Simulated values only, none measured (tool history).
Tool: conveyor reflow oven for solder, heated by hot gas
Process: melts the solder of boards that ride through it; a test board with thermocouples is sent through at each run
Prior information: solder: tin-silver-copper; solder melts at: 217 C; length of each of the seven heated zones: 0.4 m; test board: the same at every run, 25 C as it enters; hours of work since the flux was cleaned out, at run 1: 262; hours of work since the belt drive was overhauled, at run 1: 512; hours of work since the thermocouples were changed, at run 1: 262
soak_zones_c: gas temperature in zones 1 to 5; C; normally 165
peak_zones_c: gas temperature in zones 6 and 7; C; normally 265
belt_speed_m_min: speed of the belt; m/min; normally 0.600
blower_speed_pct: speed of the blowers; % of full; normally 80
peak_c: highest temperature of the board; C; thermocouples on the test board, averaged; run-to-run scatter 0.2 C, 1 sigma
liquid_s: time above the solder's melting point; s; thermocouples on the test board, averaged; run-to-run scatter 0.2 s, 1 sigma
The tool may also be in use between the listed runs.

run,hour,soak_zones_c,peak_zones_c,belt_speed_m_min,blower_speed_pct,hours of work since the flux was cleaned out,hours of work since the belt drive was overhauled,hours of work since the thermocouples were changed,peak_c,liquid_s
1,0.0,165,265,0.600,80,262,512,262,252.8,58.9
2,11.2,165,265,0.600,55,270,521,270,247.9,53.2
3,24.3,165,265,0.600,55,280,531,280,247.7,53.2
4,41.4,165,265,0.600,80,293,544,293,252.5,58.8
5,51.1,165,265,0.600,80,300,551,300,252.6,59.0
6,69.1,165,265,0.600,80,314,565,314,252.7,58.5
7,83.7,165,265,0.600,80,325,576,325,252.4,58.5
8,94.5,169,265,0.600,80,334,584,334,252.7,60.7
9,107.6,169,265,0.600,80,344,594,344,253.2,60.7
# hour 116.4: flux residue cleaned out of gas plates and filters
10,126.5,169,266,0.600,80,8,605,354,256.6,63.7
11,142.7,169,266,0.600,80,20,617,366,257.0,64.0
12,161.4,169,266,0.600,80,34,632,381,256.6,63.8
13,170.8,153,265,0.600,80,41,639,388,254.1,57.3
14,188.0,153,265,0.600,80,55,652,401,253.6,57.1
15,203.0,175,265,0.600,80,66,663,412,256.2,65.6
16,213.6,175,265,0.600,80,74,671,420,255.9,65.7
17,226.9,175,265,0.600,80,84,682,431,256.2,65.6
18,240.4,150,261,0.611,67,94,692,441,245.8,47.9
19,255.3,151,261,0.611,52,106,703,452,242.0,42.4
20,273.3,151,261,0.611,52,120,717,466,241.6,42.4
21,285.7,164,265,0.600,84,129,726,475,255.4,61.4
22,297.9,165,260,0.485,80,138,736,485,254.5,78.5
23,308.3,165,260,0.485,80,146,744,493,255.1,78.4
24,323.7,165,260,0.485,80,158,755,504,254.8,78.3
25,331.5,178,260,0.656,80,164,761,510,249.2,56.3
26,340.6,154,264,0.577,75,171,768,517,252.0,58.4
# hour 345.6: thermocouples of zones 6 and 7 changed
27,351.9,165,265,0.517,80,178,775,5,257.0,74.1
28,368.2,165,265,0.517,80,190,788,17,256.8,74.3
29,385.5,165,265,0.517,80,204,801,30,256.6,74.2
# hour 395.4: belt drive overhauled, speed set with a stopwatch
30,407.1,165,279,0.600,89,217,9,44,266.5,67.1
31,420.9,165,264,0.600,81,227,19,54,251.7,57.9
32,430.6,165,264,0.600,81,235,27,62,251.5,57.5

Below are 3 alternative next runs, each starting from the tool's condition after run 32. Predict each:
A,449.0,165,264,0.600,71,249,41,76,?,?
B,449.0,165,269,0.600,81,249,41,76,?,?
C,449.0,158,265,0.499,80,249,41,76,?,?

run,peak_c,liquid_s
A,249.6,55.6
B,256.3,60.5
C,256.1,72.7
With no hidden state in the tool, these same runs would have given:
run,peak_c,liquid_s
A,251.2,57.5
B,258.1,62.1
C,257.3,74.4

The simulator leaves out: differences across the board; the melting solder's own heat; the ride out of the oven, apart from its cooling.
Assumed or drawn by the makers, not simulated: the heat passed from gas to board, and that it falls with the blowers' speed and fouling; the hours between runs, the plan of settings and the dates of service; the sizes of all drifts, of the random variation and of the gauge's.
